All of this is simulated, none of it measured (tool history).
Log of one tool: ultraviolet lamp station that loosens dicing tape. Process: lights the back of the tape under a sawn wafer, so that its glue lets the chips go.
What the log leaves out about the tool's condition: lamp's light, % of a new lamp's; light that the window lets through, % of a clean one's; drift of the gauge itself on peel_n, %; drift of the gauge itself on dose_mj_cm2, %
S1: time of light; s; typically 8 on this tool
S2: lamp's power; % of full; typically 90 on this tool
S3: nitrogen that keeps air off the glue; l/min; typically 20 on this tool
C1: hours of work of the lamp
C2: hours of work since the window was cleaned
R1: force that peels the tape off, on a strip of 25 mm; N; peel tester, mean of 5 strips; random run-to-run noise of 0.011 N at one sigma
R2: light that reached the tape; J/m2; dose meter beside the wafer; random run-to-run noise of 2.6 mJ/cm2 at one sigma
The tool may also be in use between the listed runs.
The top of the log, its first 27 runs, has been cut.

Run 28, day 30.383: usual settings but S1 6 s; C1 1155; C2 137. Result: R1 0.848 N, R2 2430 J/m2.
Run 29, day 31.062: usual settings but S1 14 s, S2 78 % of full; C1 1165; C2 148. Result: R1 0.247 N, R2 4850 J/m2.
Run 30, day 32.092: usual settings but S1 14 s, S2 78 % of full; C1 1182; C2 164. Result: R1 0.253 N, R2 4860 J/m2.
Run 31, day 33.517: usual settings but S1 14 s, S2 96 % of full, S3 6 l/min; C1 1204; C2 187. Result: R1 0.267 N, R2 6000 J/m2.
Run 32, day 34.392: usual settings but S2 62 % of full, S3 12 l/min; C1 1218; C2 201. Result: R1 1.206 N, R2 2210 J/m2.
Run 33, day 35.8: usual settings but S1 6 s, S2 80 % of full; C1 1240; C2 223. Result: R1 1.068 N, R2 2140 J/m2.
Run 34, day 36.992: usual settings but S1 6 s, S2 81 % of full, S3 10 l/min; C1 1259; C2 242. Result: R1 1.328 N, R2 2190 J/m2.
Run 35, day 38.196: usual settings but S3 37 l/min; C1 1278; C2 261. Result: R1 0.403 N, R2 3220 J/m2.
At day 39.1: lamp changed.
Run 36, day 39.638: usual settings but S1 5 s, S3 37 l/min; C1 8; C2 283. Result: R1 0.97 N, R2 1990 J/m2.
Run 37, day 40.779: usual settings but S1 5 s, S3 37 l/min; C1 27; C2 301. Result: R1 0.967 N, R2 2030 J/m2.
Run 38, day 41.846: usual settings but S2 91 % of full, S3 12 l/min; C1 43; C2 318. Result: R1 0.559 N, R2 3300 J/m2.
Run 39, day 43.125: usual settings but S3 11 l/min; C1 64; C2 338. Result: R1 0.596 N, R2 3240 J/m2.
Run 40, day 44.058: usual settings but S1 5 s, S2 84 % of full, S3 11 l/min; C1 78; C2 352. Result: R1 1.682 N, R2 1880 J/m2.
Run 41, day 44.767: usual settings but S1 5 s, S2 84 % of full, S3 11 l/min; C1 89; C2 364. Result: R1 1.584 N, R2 1870 J/m2.
Run 42, day 46.133: usual settings but S1 5 s, S2 89 % of full, S3 17 l/min; C1 111; C2 385. Result: R1 1.286 N, R2 1980 J/m2.

4 options for the next run, each taken on its own from the tool as it stands now. Forecast them:
Run A, day 47.092: usual settings but S1 13 s, S2 89 % of full, S3 38 l/min; C1 126; C2 400. Result: R1 ?, R2 ?.
Run B, day 47.092: usual settings but S2 62 % of full; C1 126; C2 400. Result: R1 ?, R2 ?.
Run C, day 47.092: usual settings but S1 10 s, S2 72 % of full, S3 30 l/min; C1 126; C2 400. Result: R1 ?, R2 ?.
Run D, day 47.092: usual settings but S2 85 % of full, S3 22 l/min; C1 126; C2 400. Result: R1 ?, R2 ?.

run     R1    R2
  A  0.225  5220
  B   0.97  2210
  C  0.427  3200
  D  0.507  3030
What these runs would have given with no unlogged condition in the tool:
run     R1    R2
  A  0.225  5220
  B  0.969  2210
  C  0.426  3210
  D  0.506  3030
